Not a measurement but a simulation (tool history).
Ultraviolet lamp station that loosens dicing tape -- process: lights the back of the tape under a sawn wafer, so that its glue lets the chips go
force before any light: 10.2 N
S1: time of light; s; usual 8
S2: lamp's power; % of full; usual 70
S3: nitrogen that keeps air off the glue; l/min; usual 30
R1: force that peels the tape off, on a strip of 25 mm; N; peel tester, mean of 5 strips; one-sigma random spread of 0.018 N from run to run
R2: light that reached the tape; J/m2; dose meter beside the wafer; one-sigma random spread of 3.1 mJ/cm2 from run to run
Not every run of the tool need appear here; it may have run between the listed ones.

{"run": 1, "hour": 0.0, "S1": 8, "S2": 70, "S3": 30, "R1": 1.636, "R2": 3370}
{"run": 2, "hour": 20.8, "S1": 8, "S2": 70, "S3": 30, "R1": 1.745, "R2": 3280}
{"run": 3, "hour": 54.0, "S1": 5, "S2": 70, "S3": 30, "R1": 3.261, "R2": 1990}
{"run": 4, "hour": 83.3, "S1": 5, "S2": 70, "S3": 30, "R1": 3.472, "R2": 1980}
{"run": 5, "hour": 107.4, "S1": 5, "S2": 70, "S3": 30, "R1": 3.526, "R2": 1960}
{"run": 6, "hour": 128.5, "S1": 8, "S2": 80, "S3": 30, "R1": 1.46, "R2": 3560}
{"run": 7, "hour": 157.1, "S1": 8, "S2": 80, "S3": 30, "R1": 1.556, "R2": 3500}
{"hour": 168.1, "done": "window cleaned of glue's vapour"}
{"run": 8, "hour": 194.8, "S1": 8, "S2": 90, "S3": 30, "R1": 0.906, "R2": 4490}
{"run": 9, "hour": 226.0, "S1": 8, "S2": 90, "S3": 30, "R1": 0.951, "R2": 4490}
{"run": 10, "hour": 267.7, "S1": 8, "S2": 88, "S3": 29, "R1": 1.087, "R2": 4290}
{"run": 11, "hour": 302.5, "S1": 8, "S2": 88, "S3": 29, "R1": 1.125, "R2": 4170}
{"run": 12, "hour": 342.2, "S1": 7, "S2": 95, "S3": 10, "R1": 2.519, "R2": 3970}
{"run": 13, "hour": 361.7, "S1": 16, "S2": 86, "S3": 51, "R1": 0.174, "R2": 7990}
{"run": 14, "hour": 401.1, "S1": 16, "S2": 86, "S3": 51, "R1": 0.191, "R2": 7900}
{"run": 15, "hour": 427.5, "S1": 16, "S2": 86, "S3": 51, "R1": 0.193, "R2": 7830}
{"run": 16, "hour": 468.5, "S1": 5, "S2": 62, "S3": 51, "R1": 3.299, "R2": 1670}

Forecast run 17:
{"run": 17, "hour": 495.4, "S1": 5, "S2": 62, "S3": 51, "R1": "?", "R2": "?"}

Run 17 came out at R1 3.335 N, R2 1710 J/m2.
Had the tool carried no hidden state, the very same run would have given R1 1.890 N, R2 2600 J/m2.
